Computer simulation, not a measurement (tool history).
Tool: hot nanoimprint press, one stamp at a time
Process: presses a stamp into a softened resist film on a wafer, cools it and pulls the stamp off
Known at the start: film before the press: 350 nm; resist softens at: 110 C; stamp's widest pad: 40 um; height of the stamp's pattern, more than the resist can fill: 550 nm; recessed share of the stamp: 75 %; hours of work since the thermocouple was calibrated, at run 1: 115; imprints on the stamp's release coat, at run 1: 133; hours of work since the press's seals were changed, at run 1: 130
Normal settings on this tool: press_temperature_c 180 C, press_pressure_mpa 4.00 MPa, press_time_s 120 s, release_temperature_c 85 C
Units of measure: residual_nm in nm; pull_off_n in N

run,hour,press_temperature_c,press_pressure_mpa,press_time_s,release_temperature_c,hours of work since the thermocouple was calibrated,imprints on the stamp's release coat,hours of work since the press's seals were changed,residual_nm,pull_off_n
1,0.0,180,4.00,120,85,115,133,130,130.8,115
2,4.3,182,4.00,120,85,118,152,133,117.3,115
3,13.3,182,4.00,120,85,125,192,140,117.2,115
4,23.1,182,4.00,120,85,132,235,148,116.8,117
5,33.4,182,4.00,120,85,140,281,156,117.2,115
6,40.0,180,4.00,85,85,145,310,161,149.6,120
7,44.4,180,4.00,120,85,148,329,164,130.4,119
8,52.0,180,4.00,120,85,154,363,170,131.0,122
9,59.5,180,4.00,115,85,160,397,175,133.0,120
10,63.9,170,4.00,120,85,163,416,179,218.5,122
11,71.8,170,4.00,120,85,169,451,185,219.9,121
12,80.9,180,4.00,120,85,176,491,192,131.5,123
13,90.3,180,4.00,120,85,183,533,199,130.6,127
14,96.8,180,3.71,120,85,188,562,204,137.0,122
15,103.6,180,3.71,120,85,193,592,209,136.1,124
16,110.4,180,4.00,160,71,199,623,214,116.9,173
17,115.2,180,4.00,142,85,202,644,218,123.5,124
18,122.7,177,4.00,120,85,208,677,223,155.1,130
19,128.6,177,4.00,120,85,212,703,228,154.5,133
20,135.6,177,4.00,62,77,218,734,233,196.5,152
21,143.5,178,4.00,62,77,224,769,239,185.7,157
# hour 147.1: plate thermocouple calibrated
22,153.9,173,4.00,67,85,5,802,245,229.2,131
23,160.9,180,4.00,197,86,10,833,250,108.8,127
# hour 168.9: plate thermocouple calibrated, once more
24,173.7,190,4.99,149,75,4,877,258,61.6,166
25,183.8,192,5.84,132,81,11,921,265,53.6,150
26,189.5,174,3.96,76,90,16,946,270,208.8,118
27,194.2,181,3.75,103,82,19,967,273,133.7,144
28,201.8,181,3.75,103,82,25,1001,279,135.4,146

Expected results for the next run?
29,210.4,178,4.00,120,84,32,1039,286,?,?

{"run 29": {"residual_nm": 144.3, "pull_off_n": 142}}
If the tool had no hidden condition, the same run with the same run-to-run variation would have returned residual_nm 143.5 nm, pull_off_n 114 N.
